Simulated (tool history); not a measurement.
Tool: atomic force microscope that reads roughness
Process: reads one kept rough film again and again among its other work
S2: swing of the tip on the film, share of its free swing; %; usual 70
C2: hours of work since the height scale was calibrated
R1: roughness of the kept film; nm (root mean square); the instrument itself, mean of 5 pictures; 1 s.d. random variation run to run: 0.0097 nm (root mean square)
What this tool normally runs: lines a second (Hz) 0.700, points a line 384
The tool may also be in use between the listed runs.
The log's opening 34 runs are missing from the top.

At day 56.812: new tip fitted.
Run 35, day 57.525: usual settings but lines a second (Hz) 3.577, S2 80 %, points a line 755; pictures with this tip 39; C2 1341. Result: R1 1.792 nm (root mean square).
At day 58.133: new tip fitted.
Run 36, day 59.171: usual settings but lines a second (Hz) 3.577, S2 80 %, points a line 755; pictures with this tip 57; C2 1371. Result: R1 1.777 nm (root mean square).
At day 59.567: new tip fitted.
At day 60.900: new tip fitted.
Run 37, day 61.362: usual settings but lines a second (Hz) 1.675, S2 80 %, points a line 263; pictures with this tip 26; C2 1409. Result: R1 2.017 nm (root mean square).
At day 62.154: new tip fitted.
Run 38, day 62.788: usual settings but lines a second (Hz) 1.374, S2 80 %; pictures with this tip 35; C2 1434. Result: R1 2.058 nm (root mean square).
At day 63.550: new tip fitted.
Run 39, day 64.258: usual settings but lines a second (Hz) 1.374, S2 80 %; pictures with this tip 40; C2 1460. Result: R1 2.040 nm (root mean square).
At day 64.896: new tip fitted.
Run 40, day 65.612: usual settings but lines a second (Hz) 1.374, S2 80 %; pictures with this tip 39; C2 1484. Result: R1 2.056 nm (root mean square).
At day 66.146: new tip fitted.
At day 67.404: new tip fitted.
Run 41, day 67.404: usual settings but lines a second (Hz) 1.374, S2 80 %, points a line 854; pictures with this tip 0; C2 1515. Result: R1 2.062 nm (root mean square).
At day 68.692: new tip fitted.
Run 42, day 69.558: usual settings but lines a second (Hz) 1.374, S2 59 %, points a line 464; pictures with this tip 48; C2 1553. Result: R1 2.197 nm (root mean square).
At day 69.975: new tip fitted.
Run 43, day 71.162: usual settings but points a line 393; pictures with this tip 65; C2 1582. Result: R1 2.200 nm (root mean square).
At day 71.362: new tip fitted.
Run 44, day 72.350: usual settings but points a line 393; pictures with this tip 55; C2 1602. Result: R1 2.177 nm (root mean square).
At day 72.688: new tip fitted.
At day 74.075: new tip fitted.
Run 45, day 74.221: usual settings but lines a second (Hz) 0.963, points a line 261; pictures with this tip 8; C2 1635. Result: R1 2.167 nm (root mean square).
At day 75.392: new tip fitted.
Run 46, day 75.617: usual settings but lines a second (Hz) 3.904, S2 89 %, points a line 262; pictures with this tip 12; C2 1660. Result: R1 1.563 nm (root mean square).
At day 76.754: new tip fitted.
Run 47, day 77.396: usual settings but lines a second (Hz) 2.180, S2 80 %, points a line 304; pictures with this tip 35; C2 1691. Result: R1 1.931 nm (root mean square).

What if the next run were any one of these 5? Each begins from the tool's condition after run 47:
At day 78.029: new tip fitted.
Run A, day 78.554: usual settings but lines a second (Hz) 1.544, S2 56 %, points a line 354; pictures with this tip 29; C2 1712. Result: R1 ?.
At day 78.029: new tip fitted.
Run B, day 78.554: usual settings but lines a second (Hz) 1.942, points a line 963; pictures with this tip 29; C2 1712. Result: R1 ?.
At day 78.029: new tip fitted.
Run C, day 78.554: usual settings but lines a second (Hz) 0.575, S2 63 %, points a line 292; pictures with this tip 29; C2 1712. Result: R1 ?.
At day 78.029: new tip fitted.
Run D, day 78.554: usual settings but lines a second (Hz) 1.070, S2 87 %, points a line 581; pictures with this tip 29; C2 1712. Result: R1 ?.
At day 78.029: new tip fitted.
Run E, day 78.554: usual settings but lines a second (Hz) 1.962, S2 80 %, points a line 304; pictures with this tip 29; C2 1712. Result: R1 ?.

run     R1
  A  2.203
  B  2.080
  C  2.203
  D  2.045
  E  1.984
Stripped of hidden state, with their random variation kept, the same runs would have yielded:
run     R1
  A  2.205
  B  2.081
  C  2.205
  D  2.047
  E  1.986
